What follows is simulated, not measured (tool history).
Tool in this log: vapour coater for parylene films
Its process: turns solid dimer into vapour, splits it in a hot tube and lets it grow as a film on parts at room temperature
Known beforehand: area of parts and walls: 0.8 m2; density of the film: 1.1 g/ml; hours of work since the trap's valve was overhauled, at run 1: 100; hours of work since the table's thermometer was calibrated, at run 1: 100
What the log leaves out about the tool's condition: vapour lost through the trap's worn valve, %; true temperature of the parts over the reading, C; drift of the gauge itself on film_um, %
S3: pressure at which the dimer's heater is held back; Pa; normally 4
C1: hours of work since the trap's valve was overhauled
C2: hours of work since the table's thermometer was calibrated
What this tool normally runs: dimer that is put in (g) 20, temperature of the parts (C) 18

run 1 day=0 | dimer_that_is_put_in_(g)=20 temperature_of_the_parts_(C)=18 S3=4 | C1=100 C2=100 | thickness_of_the_film_(µm)=16.69
run 2 day=2.096 | dimer_that_is_put_in_(g)=20 temperature_of_the_parts_(C)=18 S3=4 | C1=140 C2=140 | thickness_of_the_film_(µm)=16.47
run 3 day=3.392 | dimer_that_is_put_in_(g)=14 temperature_of_the_parts_(C)=18 S3=4 | C1=164 C2=164 | thickness_of_the_film_(µm)=11.7
run 4 day=5.029 | dimer_that_is_put_in_(g)=14 temperature_of_the_parts_(C)=18 S3=4 | C1=195 C2=195 | thickness_of_the_film_(µm)=11.42
run 5 day=6.929 | dimer_that_is_put_in_(g)=14 temperature_of_the_parts_(C)=18 S3=4 | C1=231 C2=231 | thickness_of_the_film_(µm)=11.45
run 6 day=8.308 | dimer_that_is_put_in_(g)=14 temperature_of_the_parts_(C)=18 S3=4 | C1=258 C2=258 | thickness_of_the_film_(µm)=11.48
run 7 day=10.029 | dimer_that_is_put_in_(g)=14 temperature_of_the_parts_(C)=18 S3=4 | C1=290 C2=290 | thickness_of_the_film_(µm)=11.23
run 8 day=11.5 | dimer_that_is_put_in_(g)=20 temperature_of_the_parts_(C)=18 S3=4 | C1=318 C2=318 | thickness_of_the_film_(µm)=15.92
run 9 day=13.208 | dimer_that_is_put_in_(g)=20 temperature_of_the_parts_(C)=18 S3=4 | C1=351 C2=351 | thickness_of_the_film_(µm)=16.04
run 10 day=14.362 | dimer_that_is_put_in_(g)=20 temperature_of_the_parts_(C)=18 S3=4 | C1=373 C2=373 | thickness_of_the_film_(µm)=15.72
-- day=14.658 trap's valve overhauled
run 11 day=16.888 | dimer_that_is_put_in_(g)=29 temperature_of_the_parts_(C)=18 S3=9.85 | C1=42 C2=418 | thickness_of_the_film_(µm)=18.58
run 12 day=18.367 | dimer_that_is_put_in_(g)=29 temperature_of_the_parts_(C)=18 S3=9.85 | C1=71 C2=446 | thickness_of_the_film_(µm)=18.78
-- day=19.871 trap's valve overhauled, once more
run 13 day=20.942 | dimer_that_is_put_in_(g)=14 temperature_of_the_parts_(C)=23 S3=9.2 | C1=20 C2=492 | thickness_of_the_film_(µm)=8.44
run 14 day=22.125 | dimer_that_is_put_in_(g)=20 temperature_of_the_parts_(C)=18 S3=9.74 | C1=43 C2=514 | thickness_of_the_film_(µm)=14.38
run 15 day=23.288 | dimer_that_is_put_in_(g)=22 temperature_of_the_parts_(C)=18 S3=10.52 | C1=65 C2=536 | thickness_of_the_film_(µm)=15.58
run 16 day=24.588 | dimer_that_is_put_in_(g)=22 temperature_of_the_parts_(C)=18 S3=10.52 | C1=90 C2=561 | thickness_of_the_film_(µm)=15.28
run 17 day=26.012 | dimer_that_is_put_in_(g)=22 temperature_of_the_parts_(C)=18 S3=10.52 | C1=117 C2=588 | thickness_of_the_film_(µm)=15.45
run 18 day=27.246 | dimer_that_is_put_in_(g)=11 temperature_of_the_parts_(C)=25 S3=3.24 | C1=140 C2=611 | thickness_of_the_film_(µm)=7.31
run 19 day=29.433 | dimer_that_is_put_in_(g)=11 temperature_of_the_parts_(C)=25 S3=3.24 | C1=182 C2=653 | thickness_of_the_film_(µm)=7.28
run 20 day=31.308 | dimer_that_is_put_in_(g)=36 temperature_of_the_parts_(C)=25 S3=3.24 | C1=217 C2=689 | thickness_of_the_film_(µm)=23.74

What would each run have given without the hidden state, its run-to-run variation left as it was?
run=1 thickness_of_the_film_(µm)=17.13
run=2 thickness_of_the_film_(µm)=17.05
run=3 thickness_of_the_film_(µm)=12.17
run=4 thickness_of_the_film_(µm)=11.95
run=5 thickness_of_the_film_(µm)=12.07
run=6 thickness_of_the_film_(µm)=12.16
run=7 thickness_of_the_film_(µm)=11.97
run=8 thickness_of_the_film_(µm)=17.07
run=9 thickness_of_the_film_(µm)=17.33
run=10 thickness_of_the_film_(µm)=17.06
run=11 thickness_of_the_film_(µm)=20.68
run=12 thickness_of_the_film_(µm)=21.02
run=13 thickness_of_the_film_(µm)=8.4
run=14 thickness_of_the_film_(µm)=14.37
run=15 thickness_of_the_film_(µm)=15.64
run=16 thickness_of_the_film_(µm)=15.41
run=17 thickness_of_the_film_(µm)=15.66
run=18 thickness_of_the_film_(µm)=7.45
run=19 thickness_of_the_film_(µm)=7.48
run=20 thickness_of_the_film_(µm)=24.57
